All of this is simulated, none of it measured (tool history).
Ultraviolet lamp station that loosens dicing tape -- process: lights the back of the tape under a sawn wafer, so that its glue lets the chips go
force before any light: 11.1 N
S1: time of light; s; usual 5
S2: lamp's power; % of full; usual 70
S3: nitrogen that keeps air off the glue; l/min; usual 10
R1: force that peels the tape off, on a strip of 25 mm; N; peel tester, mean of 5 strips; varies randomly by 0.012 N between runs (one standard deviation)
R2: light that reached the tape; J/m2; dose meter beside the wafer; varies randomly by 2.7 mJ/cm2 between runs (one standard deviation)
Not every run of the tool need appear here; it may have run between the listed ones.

| run | hour | S1 | S2 | S3 | R1 | R2 |
|---|---|---|---|---|---|---|
| 1 | 0.0 | 5 | 70 | 10 | 0.783 | 3260 |
| 2 | 16.0 | 5 | 64 | 10 | 0.910 | 2950 |
| 3 | 50.2 | 3 | 70 | 10 | 2.226 | 1880 |
| 4 | 83.1 | 5 | 70 | 7 | 1.052 | 3090 |
| 5 | 111.4 | 5 | 70 | 10 | 0.859 | 3140 |
| 6 | 139.6 | 5 | 70 | 10 | 0.855 | 3140 |
| 7 | 175.1 | 5 | 70 | 8 | 0.959 | 3070 |
| 8 | 205.5 | 5 | 70 | 8 | 0.971 | 3050 |
| 9 | 242.1 | 5 | 70 | 3 | 1.825 | 2970 |
| 10 | 267.4 | 5 | 70 | 11 | 0.921 | 2950 |
| 11 | 295.0 | 5 | 70 | 10 | 0.960 | 2920 |
| 12 | 314.1 | 5 | 70 | 10 | 0.962 | 2930 |
| 13 | 347.5 | 5 | 70 | 10 | 0.981 | 2900 |
| 14 | 376.0 | 5 | 70 | 11 | 0.974 | 2890 |
| 15 | 406.1 | 5 | 70 | 11 | 1.000 | 2870 |
| 16 | 428.7 | 5 | 70 | 5 | 1.460 | 2830 |
| 17 | 449.9 | 5 | 81 | 10 | 0.787 | 3260 |
| 18 | 478.3 | 5 | 81 | 10 | 0.770 | 3210 |
|  | 480.6 | window cleaned of glue's vapour |
| 19 | 493.7 | 5 | 81 | 10 | 0.850 | 3110 |
| 20 | 527.6 | 5 | 70 | 10 | 1.193 | 2660 |
| 21 | 549.0 | 5 | 70 | 10 | 1.231 | 2670 |
| 22 | 564.6 | 5 | 70 | 10 | 1.211 | 2630 |
| 23 | 580.6 | 5 | 65 | 4 | 2.225 | 2490 |
| 24 | 615.1 | 5 | 70 | 10 | 1.198 | 2590 |
| 25 | 632.8 | 5 | 87 | 14 | 0.642 | 3200 |

What will run 26 give?
|  | 638.4 | window cleaned of glue's vapour, once more |
| 26 | 665.2 | 5 | 87 | 14 | ? | ? |

{"run 26": {"R1": 0.522, "R2": 3550}}
With the hidden condition absent and the run-to-run variation left alone, this run would have shown R1 0.270 N, R2 4620 J/m2.
